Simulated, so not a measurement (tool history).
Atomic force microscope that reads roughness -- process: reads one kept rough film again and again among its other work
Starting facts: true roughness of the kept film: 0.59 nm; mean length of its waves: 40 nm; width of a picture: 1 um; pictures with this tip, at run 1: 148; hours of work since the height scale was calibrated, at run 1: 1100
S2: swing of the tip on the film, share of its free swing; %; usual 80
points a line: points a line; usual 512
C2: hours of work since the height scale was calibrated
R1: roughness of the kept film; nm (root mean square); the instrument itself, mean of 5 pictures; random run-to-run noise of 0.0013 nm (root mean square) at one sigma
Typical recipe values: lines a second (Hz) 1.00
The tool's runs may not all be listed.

run 1 hour=0.0 | lines_a_second_(Hz)=1.00 S2=80 points_a_line=512 | pictures_with_this_tip=148 C2=1100 | R1=0.538
run 2 hour=46.5 | lines_a_second_(Hz)=0.92 S2=80 points_a_line=512 | pictures_with_this_tip=226 C2=1136 | R1=0.539
run 3 hour=75.7 | lines_a_second_(Hz)=1.00 S2=80 points_a_line=512 | pictures_with_this_tip=275 C2=1159 | R1=0.537
-- hour=130.9 new tip fitted
run 4 hour=130.9 | lines_a_second_(Hz)=1.00 S2=80 points_a_line=512 | pictures_with_this_tip=0 C2=1202 | R1=0.544
run 5 hour=174.8 | lines_a_second_(Hz)=1.00 S2=81 points_a_line=512 | pictures_with_this_tip=73 C2=1236 | R1=0.538
run 6 hour=229.7 | lines_a_second_(Hz)=1.00 S2=81 points_a_line=512 | pictures_with_this_tip=166 C2=1279 | R1=0.538
-- hour=238.3 height scale calibrated on a step standard
run 7 hour=267.5 | lines_a_second_(Hz)=2.94 S2=80 points_a_line=512 | pictures_with_this_tip=228 C2=23 | R1=0.446
run 8 hour=313.9 | lines_a_second_(Hz)=0.54 S2=63 points_a_line=761 | pictures_with_this_tip=306 C2=59 | R1=0.565
run 9 hour=346.4 | lines_a_second_(Hz)=0.54 S2=63 points_a_line=761 | pictures_with_this_tip=360 C2=84 | R1=0.563
-- hour=350.1 new tip fitted
run 10 hour=372.9 | lines_a_second_(Hz)=1.54 S2=82 points_a_line=358 | pictures_with_this_tip=38 C2=105 | R1=0.499
run 11 hour=425.3 | lines_a_second_(Hz)=2.48 S2=80 points_a_line=312 | pictures_with_this_tip=126 C2=146 | R1=0.466
run 12 hour=479.5 | lines_a_second_(Hz)=2.48 S2=80 points_a_line=312 | pictures_with_this_tip=218 C2=188 | R1=0.464
run 13 hour=535.0 | lines_a_second_(Hz)=1.00 S2=71 points_a_line=512 | pictures_with_this_tip=311 C2=231 | R1=0.545
run 14 hour=566.6 | lines_a_second_(Hz)=0.76 S2=80 points_a_line=880 | pictures_with_this_tip=364 C2=256 | R1=0.537

For each entry between runs, how does the tool's hidden state at the last listed run before it compare with that at the first listed run after it?
Logged between run 3 and run 4: new tip fitted (hour 130.9)
  radius of the tip, nm: 18.4 -> 7.3; height scale over the true one, %: 2.47 -> 2.56
  measured result minus the result with no hidden state, R1: +0.004 -> +0.014 nm (root mean square)
Logged between run 6 and run 7: height scale calibrated on a step standard (hour 238.3)
  radius of the tip, nm: 12.8 -> 15; height scale over the true one, %: 2.74 -> 0.05
  measured result minus the result with no hidden state, R1: +0.010 -> -0.005 nm (root mean square)
Logged between run 9 and run 10: new tip fitted (hour 350.1)
  radius of the tip, nm: 19.5 -> 8.9; height scale over the true one, %: 0.2 -> 0.24
  measured result minus the result with no hidden state, R1: -0.009 -> +0.000 nm (root mean square)
